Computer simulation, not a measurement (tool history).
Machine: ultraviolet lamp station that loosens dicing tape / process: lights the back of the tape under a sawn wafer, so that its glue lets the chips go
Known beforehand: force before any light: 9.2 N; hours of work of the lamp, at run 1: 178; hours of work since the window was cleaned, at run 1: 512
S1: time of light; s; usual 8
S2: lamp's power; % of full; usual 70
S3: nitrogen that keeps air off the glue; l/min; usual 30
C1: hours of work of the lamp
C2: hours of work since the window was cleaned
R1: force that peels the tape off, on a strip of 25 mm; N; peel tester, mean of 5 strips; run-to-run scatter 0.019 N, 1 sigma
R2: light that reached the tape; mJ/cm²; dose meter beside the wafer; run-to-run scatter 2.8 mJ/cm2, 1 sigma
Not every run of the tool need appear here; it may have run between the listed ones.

run	hour	S1	S2	S3	C1	C2	R1	R2
1	0	8	70	30	178	512	1.275	337
2	10.5	8	70	11	183	518	2.527	336
3	15.4	8	70	10	185	520	2.742	338
4	25.4	8	70	30	190	525	1.293	336
5	30.7	8	70	30	193	528	1.316	337
6	39.4	8	70	30	197	532	1.319	333
7	50.7	8	70	30	203	537	1.31	336
8	57.1	8	70	30	206	541	1.407	330
9	63.1	8	70	55	209	544	0.847	335
10	73.6	8	70	55	214	549	0.841	329
11	85.3	8	70	55	220	555	0.833	328
12	95.8	8	70	30	225	560	1.366	331
13	105.8	8	70	30	230	565	1.358	327
14	115.3	8	70	30	235	569	1.327	327
15	125.5	8	70	30	240	575	1.321	329
16	130.9	12	70	30	243	577	0.57	493
17	139.8	12	70	30	247	582	0.577	489
18	145.2	12	70	30	250	584	0.594	489
19	151	8	70	30	252	587	1.43	328
20	157.3	8	70	30	256	590	1.406	325
21	162.8	8	70	30	258	593	1.39	323
22	169	8	82	30	261	596	1.005	385
23	177.3	8	87	33	265	600	0.841	406
24	188.6	8	66	20	271	606	2.08	305
25	197.5	15	89	14	275	610	0.442	765
26	207.2	15	89	14	280	615	0.433	761
27	217.2	8	70	52	285	620	0.958	314
28	225.2	5	83	20	289	624	2.793	238
29	236.7	16	81	30	295	630	0.204	735
30	242.1	13	71	30	298	632	0.474	525
31	251.6	11	70	30	302	637	0.757	438
32	259.1	11	70	30	306	641	0.758	437
33	267.1	12	98	46	310	645	0.178	661
34	278	7	89	30	315	650	1.201	353

Run 35, settings as shown, results not yet in. Your forecast:
35	285.8	5	65	30	319	654	?	?

R1: 3.119 N
R2: 185 mJ/cm²
With no hidden state in the tool, this same run would have given R1 2.333 N, R2 235 mJ/cm².
